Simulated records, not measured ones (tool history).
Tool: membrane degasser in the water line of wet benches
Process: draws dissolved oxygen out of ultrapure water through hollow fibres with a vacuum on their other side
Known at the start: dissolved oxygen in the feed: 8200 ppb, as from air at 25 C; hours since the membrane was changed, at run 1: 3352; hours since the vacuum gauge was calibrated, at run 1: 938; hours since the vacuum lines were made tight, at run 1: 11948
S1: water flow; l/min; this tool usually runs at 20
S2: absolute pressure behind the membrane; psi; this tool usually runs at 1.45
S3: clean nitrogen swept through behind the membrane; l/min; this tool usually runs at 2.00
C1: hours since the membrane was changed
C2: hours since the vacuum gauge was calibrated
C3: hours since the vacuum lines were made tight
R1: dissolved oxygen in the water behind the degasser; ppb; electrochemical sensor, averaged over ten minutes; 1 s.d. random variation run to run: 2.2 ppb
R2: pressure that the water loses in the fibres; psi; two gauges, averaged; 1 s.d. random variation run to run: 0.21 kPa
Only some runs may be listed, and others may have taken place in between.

run     day  S1    S2    S3    C1    C2     C3     R1      R2
  1   0.000  20  1.45  2.00  3352   938  11948  221.6   7.355
  2   2.062  20  1.45  2.00  3402   987  11998  220.9   7.394
  3   4.379  20  1.45  2.00  3457  1043  12053  220.4   7.409
  4   7.908  20  1.45  2.00  3542  1128  12138  223.9   7.375
  5  11.188  20  1.45  2.00  3621  1206  12217  225.8   7.394
  6  14.338  20  1.45  2.00  3696  1282  12292  223.5   7.365
  7  16.958  20  0.91  2.00  3759  1345  12355  139.3   7.423
  8  20.358  20  0.91  2.00  3841  1426  12437  139.2   7.382
  9  23.308  20  1.45  2.00  3912  1497  12508  224.4   7.380
 10  26.312  22  1.45  2.00  3984  1569  12580  263.0   8.151
 11  28.004  22  0.99  2.00  4024  1610  12620  180.2   8.100
 12  31.162  22  0.99  2.00  4100  1686  12696  182.5   8.140
 13  33.546  22  0.99  2.00  4157  1743  12753  181.6   8.173
 14  37.025  22  0.99  2.00  4241  1826  12837  180.1   8.142
 15  39.733  22  0.99  2.00  4306  1891  12902  181.1   8.119
 16  41.579  22  0.99  2.00  4350  1936  12946  182.3   8.100
 17  45.262  22  0.99  2.00  4439  2024  13034  184.5   8.086
 18  47.225  22  0.99  2.00  4486  2071  13082  182.4   8.118
 19  49.542  22  0.99  2.00  4541  2127  13137  185.1   8.076
 20  52.233  29  1.13  2.00  4606  2191  13202  343.0  10.752
 21  55.438  29  1.13  2.00  4683  2268  13279  338.3  10.759
 22  58.300  19  3.12  2.27  4751  2337  13347  410.1   7.017
 23  62.004  21  1.06  2.83  4840  2426  13436  147.0   7.752
 24  64.233  21  1.06  2.83  4894  2479  13490  148.8   7.761
 25  67.129  26  3.19  2.33  4963  2549  13559  596.3   9.620
 26  69.104  13  3.19  2.33  5011  2596  13607  260.3   4.770
 27  72.075  26  3.51  3.42  5082  2668  13678  504.1   9.641
 28  74.588  26  3.51  3.42  5142  2728  13738  504.2   9.594
 29  77.458  13  3.51  2.21  5211  2797  13807  301.1   4.828
 30  80.408  13  3.51  2.21  5282  2868  13878  302.7   4.820
 31  83.825  28  3.51  2.21  5364  2950  13960  734.4  10.325
 32  86.762  18  3.55  2.21  5435  3020  14030  436.8   6.653

Consider 4 possible next runs. They are alternatives, not a sequence: every one starts from the tool as it was left by run 32. What does each give?
  A  90.075  20  1.45  1.24  5514  3100  14110   ?   ?
  B  90.075  20  1.45  1.60  5514  3100  14110   ?   ?
  C  90.075  25  3.55  2.21  5514  3100  14110   ?   ?
  D  90.075  20  1.80  2.00  5514  3100  14110   ?   ?

run     R1     R2
  A  308.5  7.378
  B  256.9  7.378
  C  652.9  9.210
  D  276.5  7.343
What these runs would have given with no unlogged condition in the tool:
run     R1     R2
  A  308.3  7.377
  B  256.7  7.377
  C  652.7  9.208
  D  276.3  7.342
